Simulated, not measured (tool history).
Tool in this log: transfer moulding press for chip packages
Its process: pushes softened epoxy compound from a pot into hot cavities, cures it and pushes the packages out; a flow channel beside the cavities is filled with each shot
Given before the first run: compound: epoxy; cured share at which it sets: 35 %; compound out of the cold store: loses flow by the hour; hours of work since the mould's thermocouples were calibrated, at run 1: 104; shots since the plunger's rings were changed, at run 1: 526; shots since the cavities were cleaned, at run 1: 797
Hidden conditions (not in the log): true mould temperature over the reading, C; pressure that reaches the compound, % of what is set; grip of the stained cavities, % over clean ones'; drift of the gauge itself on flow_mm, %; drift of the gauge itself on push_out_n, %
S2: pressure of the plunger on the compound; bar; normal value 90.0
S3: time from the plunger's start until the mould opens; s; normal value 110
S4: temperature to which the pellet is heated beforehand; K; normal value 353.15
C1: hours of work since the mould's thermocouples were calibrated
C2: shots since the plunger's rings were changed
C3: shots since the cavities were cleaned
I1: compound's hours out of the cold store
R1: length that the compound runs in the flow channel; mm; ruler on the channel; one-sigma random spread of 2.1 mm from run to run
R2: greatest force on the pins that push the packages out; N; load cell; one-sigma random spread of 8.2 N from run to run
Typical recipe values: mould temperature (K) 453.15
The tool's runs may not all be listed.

run 1 day=0.000 | mould_temperature_(K)=453.15 S2=90.0 S3=110 S4=353.15 | C1=104 C2=526 C3=797 | I1=9.4 | R1=786 R2=635
run 2 day=0.479 | mould_temperature_(K)=458.15 S2=90.0 S3=110 S4=353.15 | C1=112 C2=654 C3=925 | I1=9.6 | R1=765 R2=504
run 3 day=1.104 | mould_temperature_(K)=458.15 S2=90.0 S3=110 S4=353.15 | C1=123 C2=821 C3=1092 | I1=14.2 | R1=753 R2=520
-- day=1.242 cavities cleaned with cleaning compound and waxed
run 4 day=1.629 | mould_temperature_(K)=458.15 S2=90.0 S3=110 S4=353.15 | C1=130 C2=945 C3=104 | I1=31.2 | R1=692 R2=345
run 5 day=2.100 | mould_temperature_(K)=453.15 S2=90.0 S3=110 S4=353.15 | C1=138 C2=1070 C3=229 | I1=27.7 | R1=714 R2=458
run 6 day=2.633 | mould_temperature_(K)=453.15 S2=90.0 S3=110 S4=353.15 | C1=147 C2=1212 C3=371 | I1=33.7 | R1=692 R2=492
run 7 day=3.404 | mould_temperature_(K)=453.15 S2=90.0 S3=110 S4=357.15 | C1=160 C2=1418 C3=577 | I1=33.7 | R1=691 R2=561
run 8 day=4.062 | mould_temperature_(K)=453.15 S2=90.0 S3=110 S4=357.15 | C1=171 C2=1594 C3=753 | I1=39.0 | R1=673 R2=556
run 9 day=4.846 | mould_temperature_(K)=453.15 S2=90.0 S3=110 S4=354.15 | C1=184 C2=1804 C3=963 | I1=34.2 | R1=689 R2=615
run 10 day=5.246 | mould_temperature_(K)=453.15 S2=90.0 S3=110 S4=349.15 | C1=191 C2=1910 C3=1069 | I1=16.2 | R1=743 R2=672
-- day=5.521 cavities cleaned with cleaning compound and waxed
run 11 day=5.825 | mould_temperature_(K)=453.15 S2=89.4 S3=110 S4=353.15 | C1=199 C2=2048 C3=82 | I1=24.2 | R1=719 R2=423
run 12 day=6.471 | mould_temperature_(K)=453.15 S2=89.4 S3=110 S4=353.15 | C1=210 C2=2220 C3=254 | I1=20.7 | R1=723 R2=476
run 13 day=6.996 | mould_temperature_(K)=453.15 S2=89.4 S3=110 S4=353.15 | C1=219 C2=2360 C3=394 | I1=15.3 | R1=738 R2=525
-- day=7.767 plunger's sealing rings changed
run 14 day=7.883 | mould_temperature_(K)=453.15 S2=90.0 S3=110 S4=353.15 | C1=232 C2=31 C3=604 | I1=9.3 | R1=782 R2=611
run 15 day=8.546 | mould_temperature_(K)=453.15 S2=90.0 S3=110 S4=346.15 | C1=243 C2=207 C3=780 | I1=31.6 | R1=710 R2=582
run 16 day=9.112 | mould_temperature_(K)=450.15 S2=97.4 S3=147 S4=345.15 | C1=252 C2=359 C3=932 | I1=10.9 | R1=815 R2=535
run 17 day=9.471 | mould_temperature_(K)=450.15 S2=97.4 S3=147 S4=345.15 | C1=258 C2=454 C3=1027 | I1=40.6 | R1=713 R2=515
-- day=9.879 cavities cleaned with cleaning compound and waxed
run 18 day=10.238 | mould_temperature_(K)=450.15 S2=97.4 S3=147 S4=345.15 | C1=270 C2=643 C3=97 | I1=33.6 | R1=733 R2=321
run 19 day=10.783 | mould_temperature_(K)=450.15 S2=97.4 S3=147 S4=345.15 | C1=279 C2=788 C3=242 | I1=24.2 | R1=761 R2=372
run 20 day=11.462 | mould_temperature_(K)=450.15 S2=97.4 S3=147 S4=345.15 | C1=290 C2=970 C3=424 | I1=30.7 | R1=739 R2=429
run 21 day=12.079 | mould_temperature_(K)=450.15 S2=97.4 S3=145 S4=345.15 | C1=301 C2=1134 C3=588 | I1=12.9 | R1=802 R2=478
run 22 day=12.488 | mould_temperature_(K)=452.15 S2=84.6 S3=139 S4=351.15 | C1=307 C2=1243 C3=697 | I1=16.2 | R1=727 R2=463
run 23 day=12.904 | mould_temperature_(K)=447.15 S2=84.6 S3=110 S4=351.15 | C1=314 C2=1354 C3=808 | I1=10.0 | R1=768 R2=995
run 24 day=13.425 | mould_temperature_(K)=447.15 S2=84.6 S3=110 S4=351.15 | C1=323 C2=1494 C3=948 | I1=25.5 | R1=709 R2=977
-- day=14.167 cavities cleaned with cleaning compound and waxed
run 25 day=14.250 | mould_temperature_(K)=447.15 S2=84.6 S3=110 S4=351.15 | C1=336 C2=1697 C3=22 | I1=23.8 | R1=717 R2=569
run 26 day=14.708 | mould_temperature_(K)=457.15 S2=97.1 S3=110 S4=351.15 | C1=343 C2=1819 C3=144 | I1=37.2 | R1=690 R2=345
run 27 day=15.150 | mould_temperature_(K)=457.15 S2=97.1 S3=110 S4=352.15 | C1=351 C2=1937 C3=262 | I1=24.3 | R1=732 R2=393
run 28 day=15.658 | mould_temperature_(K)=453.15 S2=93.9 S3=123 S4=353.15 | C1=359 C2=2073 C3=398 | I1=47.1 | R1=653 R2=418

Here are 3 independent what-if runs from the current tool condition. What would each one return?
run A day=16.342 | mould_temperature_(K)=453.15 S2=93.4 S3=110 S4=359.15 | C1=371 C2=2255 C3=580 | I1=11.4 | R1=? R2=?
run B day=16.342 | mould_temperature_(K)=453.15 S2=93.9 S3=121 S4=344.15 | C1=371 C2=2255 C3=580 | I1=9.6 | R1=? R2=?
run C day=16.342 | mould_temperature_(K)=455.15 S2=90.0 S3=130 S4=361.15 | C1=371 C2=2255 C3=580 | I1=19.1 | R1=? R2=?

run=A R1=767 R2=574
run=B R1=778 R2=483
run=C R1=721 R2=420
Without the tool's hidden state the same runs would have given:
run=A R1=795 R2=387
run=B R1=806 R2=320
run=C R1=748 R2=276

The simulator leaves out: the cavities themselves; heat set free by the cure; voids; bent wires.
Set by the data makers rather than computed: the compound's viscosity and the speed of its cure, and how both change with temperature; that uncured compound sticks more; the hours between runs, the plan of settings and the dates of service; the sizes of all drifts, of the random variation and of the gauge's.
